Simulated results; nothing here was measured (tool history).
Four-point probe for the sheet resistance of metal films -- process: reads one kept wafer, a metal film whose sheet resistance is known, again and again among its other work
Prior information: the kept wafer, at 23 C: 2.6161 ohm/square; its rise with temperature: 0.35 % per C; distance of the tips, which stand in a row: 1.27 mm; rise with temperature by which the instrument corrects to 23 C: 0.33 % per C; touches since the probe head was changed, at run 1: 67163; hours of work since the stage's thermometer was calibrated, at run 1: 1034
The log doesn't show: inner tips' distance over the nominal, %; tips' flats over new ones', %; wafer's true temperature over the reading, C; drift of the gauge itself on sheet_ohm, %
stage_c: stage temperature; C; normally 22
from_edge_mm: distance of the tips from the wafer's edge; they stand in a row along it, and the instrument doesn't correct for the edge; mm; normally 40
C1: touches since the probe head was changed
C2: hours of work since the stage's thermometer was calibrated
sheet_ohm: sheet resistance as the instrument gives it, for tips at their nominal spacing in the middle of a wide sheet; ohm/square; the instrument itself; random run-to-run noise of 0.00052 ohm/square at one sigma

run 1 day=0.000 | stage_c=22 from_edge_mm=40 | C1=67163 C2=1034 | sheet_ohm=2.634037
run 2 day=1.071 | stage_c=22 from_edge_mm=40 | C1=68004 C2=1053 | sheet_ohm=2.634469
run 3 day=2.604 | stage_c=22 from_edge_mm=27 | C1=69211 C2=1080 | sheet_ohm=2.636937
run 4 day=4.488 | stage_c=30 from_edge_mm=27 | C1=70692 C2=1114 | sheet_ohm=2.642036
run 5 day=6.096 | stage_c=22 from_edge_mm=40 | C1=71955 C2=1143 | sheet_ohm=2.636171
run 6 day=6.967 | stage_c=23 from_edge_mm=40 | C1=72639 C2=1159 | sheet_ohm=2.636913
run 7 day=8.825 | stage_c=22 from_edge_mm=40 | C1=74100 C2=1192 | sheet_ohm=2.635859
run 8 day=9.792 | stage_c=22 from_edge_mm=40 | C1=74860 C2=1209 | sheet_ohm=2.637113
run 9 day=11.562 | stage_c=22 from_edge_mm=40 | C1=76251 C2=1241 | sheet_ohm=2.636717
run 10 day=12.408 | stage_c=22 from_edge_mm=40 | C1=76919 C2=1256 | sheet_ohm=2.637814
run 11 day=14.046 | stage_c=22 from_edge_mm=16 | C1=78204 C2=1285 | sheet_ohm=2.645115
run 12 day=16.104 | stage_c=23 from_edge_mm=16 | C1=79823 C2=1322 | sheet_ohm=2.646218
run 13 day=17.700 | stage_c=22 from_edge_mm=40 | C1=81079 C2=1351 | sheet_ohm=2.638923
run 14 day=19.375 | stage_c=22 from_edge_mm=40 | C1=82396 C2=1381 | sheet_ohm=2.639463
run 15 day=20.300 | stage_c=35 from_edge_mm=40 | C1=83120 C2=1397 | sheet_ohm=2.646212
run 16 day=21.475 | stage_c=35 from_edge_mm=40 | C1=84046 C2=1419 | sheet_ohm=2.646286
run 17 day=22.654 | stage_c=35 from_edge_mm=40 | C1=84971 C2=1440 | sheet_ohm=2.646973
run 18 day=23.608 | stage_c=35 from_edge_mm=40 | C1=85722 C2=1457 | sheet_ohm=2.646707
run 19 day=24.550 | stage_c=22 from_edge_mm=40 | C1=86463 C2=1474 | sheet_ohm=2.639680
run 20 day=26.367 | stage_c=22 from_edge_mm=26 | C1=87890 C2=1506 | sheet_ohm=2.642037
run 21 day=27.450 | stage_c=22 from_edge_mm=26 | C1=88742 C2=1526 | sheet_ohm=2.642500
run 22 day=28.350 | stage_c=22 from_edge_mm=40 | C1=89450 C2=1542 | sheet_ohm=2.641510
run 23 day=29.604 | stage_c=31 from_edge_mm=32 | C1=90436 C2=1564 | sheet_ohm=2.648260
-- day=30.042 new probe head fitted
run 24 day=31.079 | stage_c=31 from_edge_mm=32 | C1=815 C2=1590 | sheet_ohm=2.638255
run 25 day=32.408 | stage_c=31 from_edge_mm=32 | C1=1863 C2=1614 | sheet_ohm=2.638401
run 26 day=34.283 | stage_c=28 from_edge_mm=70 | C1=3334 C2=1647 | sheet_ohm=2.636388
run 27 day=36.225 | stage_c=25 from_edge_mm=23 | C1=4862 C2=1682 | sheet_ohm=2.637919
run 28 day=37.838 | stage_c=25 from_edge_mm=23 | C1=6129 C2=1711 | sheet_ohm=2.639472
run 29 day=39.300 | stage_c=25 from_edge_mm=12 | C1=7278 C2=1737 | sheet_ohm=2.651794
-- day=39.442 stage's thermometer calibrated
run 30 day=40.204 | stage_c=26 from_edge_mm=31 | C1=7973 C2=14 | sheet_ohm=2.640185
run 31 day=41.496 | stage_c=26 from_edge_mm=28 | C1=8988 C2=37 | sheet_ohm=2.642037
run 32 day=43.450 | stage_c=30 from_edge_mm=5 | C1=10526 C2=72 | sheet_ohm=2.729312
-- day=43.775 stage's thermometer calibrated, once more
run 33 day=44.562 | stage_c=26 from_edge_mm=61 | C1=11383 C2=14 | sheet_ohm=2.631709
run 34 day=45.450 | stage_c=22 from_edge_mm=70 | C1=12081 C2=30 | sheet_ohm=2.628404
run 35 day=47.333 | stage_c=22 from_edge_mm=70 | C1=13563 C2=64 | sheet_ohm=2.630089
run 36 day=48.988 | stage_c=32 from_edge_mm=11 | C1=14863 C2=93 | sheet_ohm=2.654417
run 37 day=50.083 | stage_c=21 from_edge_mm=58 | C1=15725 C2=113 | sheet_ohm=2.630948
run 38 day=51.354 | stage_c=28 from_edge_mm=3 | C1=16723 C2=136 | sheet_ohm=2.864133
run 39 day=53.317 | stage_c=22 from_edge_mm=4 | C1=18266 C2=171 | sheet_ohm=2.765934
run 40 day=54.408 | stage_c=22 from_edge_mm=4 | C1=19124 C2=191 | sheet_ohm=2.765770
run 41 day=55.304 | stage_c=28 from_edge_mm=3 | C1=19827 C2=207 | sheet_ohm=2.864650
run 42 day=56.150 | stage_c=28 from_edge_mm=3 | C1=20495 C2=222 | sheet_ohm=2.863693
run 43 day=57.446 | stage_c=28 from_edge_mm=3 | C1=21511 C2=245 | sheet_ohm=2.865082
run 44 day=58.642 | stage_c=23 from_edge_mm=11 | C1=22453 C2=266 | sheet_ohm=2.651558

Measured minus without-hidden-state, run by run (identical run-to-run variation in each term; gauge scatter may differ):
run=1 sheet_ohm=+0.017372
run=2 sheet_ohm=+0.017658
run=3 sheet_ohm=+0.018059
run=4 sheet_ohm=+0.018480
run=5 sheet_ohm=+0.018918
run=6 sheet_ohm=+0.019135
run=7 sheet_ohm=+0.019586
run=8 sheet_ohm=+0.019851
run=9 sheet_ohm=+0.020305
run=10 sheet_ohm=+0.020564
run=11 sheet_ohm=+0.021035
run=12 sheet_ohm=+0.021527
run=13 sheet_ohm=+0.021895
run=14 sheet_ohm=+0.022347
run=15 sheet_ohm=+0.022456
run=16 sheet_ohm=+0.022796
run=17 sheet_ohm=+0.023117
run=18 sheet_ohm=+0.023356
run=19 sheet_ohm=+0.023741
run=20 sheet_ohm=+0.024204
run=21 sheet_ohm=+0.024464
run=22 sheet_ohm=+0.024698
run=23 sheet_ohm=+0.024904
run=24 sheet_ohm=+0.015797
run=25 sheet_ohm=+0.016173
run=26 sheet_ohm=+0.016679
run=27 sheet_ohm=+0.017241
run=28 sheet_ohm=+0.017658
run=29 sheet_ohm=+0.018128
run=30 sheet_ohm=+0.020540
run=31 sheet_ohm=+0.020887
run=32 sheet_ohm=+0.021956
run=33 sheet_ohm=+0.013133
run=34 sheet_ohm=+0.013343
run=35 sheet_ohm=+0.013827
run=36 sheet_ohm=+0.014374
run=37 sheet_ohm=+0.014530
run=38 sheet_ohm=+0.016039
run=39 sheet_ohm=+0.016083
run=40 sheet_ohm=+0.016361
run=41 sheet_ohm=+0.017125
run=42 sheet_ohm=+0.017328
run=43 sheet_ohm=+0.017698
run=44 sheet_ohm=+0.016775
